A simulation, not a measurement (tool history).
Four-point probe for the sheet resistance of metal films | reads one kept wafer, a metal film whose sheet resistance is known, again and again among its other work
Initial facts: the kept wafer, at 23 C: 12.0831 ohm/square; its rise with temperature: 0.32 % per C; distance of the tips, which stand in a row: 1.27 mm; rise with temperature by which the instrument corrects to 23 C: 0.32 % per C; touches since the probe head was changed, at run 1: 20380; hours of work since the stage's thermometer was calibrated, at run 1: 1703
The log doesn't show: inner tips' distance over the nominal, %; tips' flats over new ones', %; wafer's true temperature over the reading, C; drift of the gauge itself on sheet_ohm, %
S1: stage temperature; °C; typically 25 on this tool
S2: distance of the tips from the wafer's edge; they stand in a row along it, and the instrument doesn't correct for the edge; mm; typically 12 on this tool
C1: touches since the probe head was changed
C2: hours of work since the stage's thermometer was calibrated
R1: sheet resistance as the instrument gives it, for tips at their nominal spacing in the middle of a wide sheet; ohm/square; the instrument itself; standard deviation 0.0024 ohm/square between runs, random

run 1 hour=0 | S1=25 S2=12 | C1=20380 C2=1703 | R1=12.14032
run 2 hour=22.6 | S1=25 S2=12 | C1=21460 C2=1721 | R1=12.142275
run 3 hour=40.1 | S1=25 S2=12 | C1=22294 C2=1735 | R1=12.13845
run 4 hour=62 | S1=25 S2=12 | C1=23339 C2=1753 | R1=12.140699
run 5 hour=77.7 | S1=28 S2=12 | C1=24086 C2=1765 | R1=12.140307
run 6 hour=92.7 | S1=28 S2=7 | C1=24803 C2=1777 | R1=12.277566
run 7 hour=117 | S1=28 S2=7 | C1=25960 C2=1797 | R1=12.274887
run 8 hour=137.2 | S1=28 S2=7 | C1=26926 C2=1813 | R1=12.278998
run 9 hour=150.3 | S1=28 S2=7 | C1=27549 C2=1823 | R1=12.275926
run 10 hour=165.1 | S1=25 S2=4 | C1=28256 C2=1835 | R1=12.688997
run 11 hour=188 | S1=25 S2=12 | C1=29348 C2=1853 | R1=12.138605
run 12 hour=205.5 | S1=25 S2=12 | C1=30180 C2=1867 | R1=12.136639
run 13 hour=226.8 | S1=25 S2=12 | C1=31200 C2=1884 | R1=12.133274
run 14 hour=250.8 | S1=25 S2=12 | C1=32341 C2=1904 | R1=12.133609
run 15 hour=266.7 | S1=20 S2=12 | C1=33099 C2=1916 | R1=12.139011
run 16 hour=285.1 | S1=25 S2=12 | C1=33977 C2=1931 | R1=12.130157
run 17 hour=305.9 | S1=25 S2=12 | C1=34969 C2=1948 | R1=12.134652
run 18 hour=319.9 | S1=25 S2=12 | C1=35639 C2=1959 | R1=12.129818
run 19 hour=338.3 | S1=29 S2=3 | C1=36515 C2=1974 | R1=13.115762
run 20 hour=351 | S1=25 S2=62 | C1=37121 C2=1984 | R1=12.062329
run 21 hour=366.9 | S1=25 S2=62 | C1=37882 C2=1997 | R1=12.061995
run 22 hour=380.2 | S1=21 S2=4 | C1=38515 C2=2007 | R1=12.68513
run 23 hour=390.2 | S1=19 S2=7 | C1=38993 C2=2015 | R1=12.277159
run 24 hour=405.1 | S1=32 S2=10 | C1=39704 C2=2027 | R1=12.159743
run 25 hour=421.7 | S1=26 S2=51 | C1=40492 C2=2040 | R1=12.066647
run 26 hour=437 | S1=18 S2=68 | C1=41225 C2=2053 | R1=12.062948
run 27 hour=451.3 | S1=21 S2=22 | C1=41904 C2=2064 | R1=12.083715

What does the tool deliver on the next run?
run 28 hour=472.2 | S1=23 S2=10 | C1=42902 C2=2081 | R1=?

R1: 12.162593 ohm/square
Were there no unlogged condition in the tool, this run, its random variation unchanged, would have produced R1 12.185356 ohm/square.

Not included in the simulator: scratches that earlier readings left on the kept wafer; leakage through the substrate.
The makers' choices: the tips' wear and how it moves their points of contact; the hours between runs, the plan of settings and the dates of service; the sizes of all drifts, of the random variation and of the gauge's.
